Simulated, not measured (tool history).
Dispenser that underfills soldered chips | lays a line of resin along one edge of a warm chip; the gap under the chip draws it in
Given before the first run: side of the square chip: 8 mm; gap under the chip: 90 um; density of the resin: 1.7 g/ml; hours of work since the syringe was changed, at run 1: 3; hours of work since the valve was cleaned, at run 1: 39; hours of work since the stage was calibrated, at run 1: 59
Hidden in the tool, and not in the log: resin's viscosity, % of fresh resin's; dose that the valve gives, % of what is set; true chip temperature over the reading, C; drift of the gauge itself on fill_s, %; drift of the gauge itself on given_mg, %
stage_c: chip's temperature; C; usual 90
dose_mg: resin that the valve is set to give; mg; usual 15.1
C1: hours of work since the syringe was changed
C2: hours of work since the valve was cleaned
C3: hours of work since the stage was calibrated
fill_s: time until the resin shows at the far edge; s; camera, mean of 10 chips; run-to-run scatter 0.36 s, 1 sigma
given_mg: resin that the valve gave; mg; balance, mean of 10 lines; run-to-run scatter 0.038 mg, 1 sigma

run 1 hour=0 | stage_c=90 dose_mg=15.1 | C1=3 C2=39 C3=59 | fill_s=22 given_mg=14.54
run 2 hour=3 | stage_c=90 dose_mg=14.8 | C1=5 C2=41 C3=61 | fill_s=23.9 given_mg=14.29
run 3 hour=8.9 | stage_c=90 dose_mg=14.8 | C1=10 C2=46 C3=66 | fill_s=28.6 given_mg=14.24
-- hour=10 new syringe of resin
run 4 hour=14.2 | stage_c=90 dose_mg=14.8 | C1=3 C2=50 C3=70 | fill_s=22 given_mg=14.18
run 5 hour=18.5 | stage_c=90 dose_mg=15.9 | C1=7 C2=53 C3=73 | fill_s=25.1 given_mg=15.17
run 6 hour=21.7 | stage_c=90 dose_mg=15.9 | C1=9 C2=56 C3=76 | fill_s=27.5 given_mg=15.21
-- hour=23.6 dispensing valve cleaned and set on the balance
-- hour=24.3 new syringe of resin
run 7 hour=29 | stage_c=80 dose_mg=15.1 | C1=4 C2=4 C3=80 | fill_s=29.7 given_mg=15.07
run 8 hour=33.7 | stage_c=80 dose_mg=15.1 | C1=7 C2=8 C3=84 | fill_s=34.2 given_mg=15.07
-- hour=38 new syringe of resin
run 9 hour=39.9 | stage_c=80 dose_mg=15.1 | C1=1 C2=13 C3=89 | fill_s=26.3 given_mg=15.04
run 10 hour=44.4 | stage_c=80 dose_mg=15.1 | C1=5 C2=16 C3=92 | fill_s=31.5 given_mg=14.9
run 11 hour=49.1 | stage_c=80 dose_mg=15.1 | C1=9 C2=20 C3=96 | fill_s=35.6 given_mg=14.87
-- hour=51.3 new syringe of resin
run 12 hour=52.2 | stage_c=80 dose_mg=15.1 | C1=1 C2=22 C3=98 | fill_s=26.1 given_mg=14.84
run 13 hour=56.6 | stage_c=90 dose_mg=15.1 | C1=4 C2=26 C3=102 | fill_s=22.1 given_mg=14.83
run 14 hour=62.6 | stage_c=90 dose_mg=15.1 | C1=9 C2=30 C3=107 | fill_s=26.5 given_mg=14.7
-- hour=64.6 new syringe of resin
run 15 hour=66.8 | stage_c=90 dose_mg=15.1 | C1=2 C2=34 C3=110 | fill_s=20.6 given_mg=14.79
run 16 hour=70.6 | stage_c=90 dose_mg=15.1 | C1=5 C2=37 C3=113 | fill_s=22.6 given_mg=14.65
run 17 hour=73.2 | stage_c=90 dose_mg=15.1 | C1=7 C2=39 C3=115 | fill_s=24.8 given_mg=14.63
run 18 hour=77.5 | stage_c=91 dose_mg=16 | C1=10 C2=42 C3=118 | fill_s=26.8 given_mg=15.49
-- hour=78.2 new syringe of resin
run 19 hour=83.9 | stage_c=91 dose_mg=16 | C1=5 C2=47 C3=123 | fill_s=21.7 given_mg=15.41
run 20 hour=89.1 | stage_c=87 dose_mg=15.1 | C1=9 C2=51 C3=127 | fill_s=27.9 given_mg=14.49
-- hour=91.7 new syringe of resin
run 21 hour=95.1 | stage_c=87 dose_mg=15.1 | C1=3 C2=56 C3=132 | fill_s=22.6 given_mg=14.46
-- hour=97.3 dispensing valve cleaned and set on the balance
run 22 hour=99.2 | stage_c=78 dose_mg=14.8 | C1=5 C2=2 C3=134 | fill_s=31.7 given_mg=14.76
run 23 hour=103.1 | stage_c=78 dose_mg=14.8 | C1=8 C2=5 C3=138 | fill_s=36.9 given_mg=14.69
-- hour=106.4 new syringe of resin
run 24 hour=106.8 | stage_c=88 dose_mg=12.8 | C1=0 C2=7 C3=140 | fill_s=20.6 given_mg=12.71

Expected results for the next run?
run 25 hour=110 | stage_c=78 dose_mg=16.6 | C1=3 C2=10 C3=143 | fill_s=? given_mg=?

Run 25 yielded fill_s 29.5 s, given_mg 16.45 mg.
Without the tool's hidden state the same run would have given fill_s 27.1 s, given_mg 16.61 mg.
